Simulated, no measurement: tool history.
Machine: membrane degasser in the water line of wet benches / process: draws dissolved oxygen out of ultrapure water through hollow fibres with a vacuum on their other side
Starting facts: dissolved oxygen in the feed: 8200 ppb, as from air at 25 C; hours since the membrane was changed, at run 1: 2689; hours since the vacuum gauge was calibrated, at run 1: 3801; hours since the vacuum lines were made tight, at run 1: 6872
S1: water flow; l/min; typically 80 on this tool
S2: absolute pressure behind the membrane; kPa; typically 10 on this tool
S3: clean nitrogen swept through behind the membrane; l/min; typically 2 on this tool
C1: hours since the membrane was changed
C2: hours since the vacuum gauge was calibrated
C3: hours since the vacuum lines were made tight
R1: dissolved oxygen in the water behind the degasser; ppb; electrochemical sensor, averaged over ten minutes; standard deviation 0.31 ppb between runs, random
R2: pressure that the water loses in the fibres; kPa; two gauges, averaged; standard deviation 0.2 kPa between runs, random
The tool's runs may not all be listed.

run,day,S1,S2,S3,C1,C2,C3,R1,R2
1,0,80,10,2,2689,3801,6872,519.8,43.6
2,3.658,80,10,2,2777,3889,6960,519.6,43.75
3,7.067,80,10,2,2859,3971,7042,520.1,43.66
4,10.704,80,10,2,2946,4058,7129,520.4,43.5
5,12.729,80,10,2,2995,4106,7178,519.8,43.58
6,14.962,80,12.6,2,3048,4160,7232,703.1,43.98
7,17.679,80,12.6,2,3114,4225,7297,704.1,43.65
8,20.85,80,10,2,3190,4301,7373,519.8,43.86
9,23.725,80,8.5,2,3259,4370,7442,410.9,43.83
10,27.333,68,10,2,3345,4457,7528,458.2,37.01
11,29.696,68,7,2,3402,4514,7585,262,37.16
12,33.279,68,7,2,3488,4600,7671,262.1,37.39
13,36.504,68,7,2,3565,4677,7749,262.1,37.54
14,40.025,80,10,2,3650,4762,7833,521.1,43.66
15,42.821,80,10,2,3717,4829,7900,521,44.07
16,46.588,80,10,2,3807,4919,7991,521.1,43.88

What will run 17 give?
# day 48.204: vacuum gauge calibrated
17,49.312,80,10,2,3872,27,8055,?,?

{"run 17": {"R1": 520, "R2": 44.08}}
The same run, on a tool lacking any hidden state, would have yielded R1 519.7 ppb, R2 43.28 kPa.

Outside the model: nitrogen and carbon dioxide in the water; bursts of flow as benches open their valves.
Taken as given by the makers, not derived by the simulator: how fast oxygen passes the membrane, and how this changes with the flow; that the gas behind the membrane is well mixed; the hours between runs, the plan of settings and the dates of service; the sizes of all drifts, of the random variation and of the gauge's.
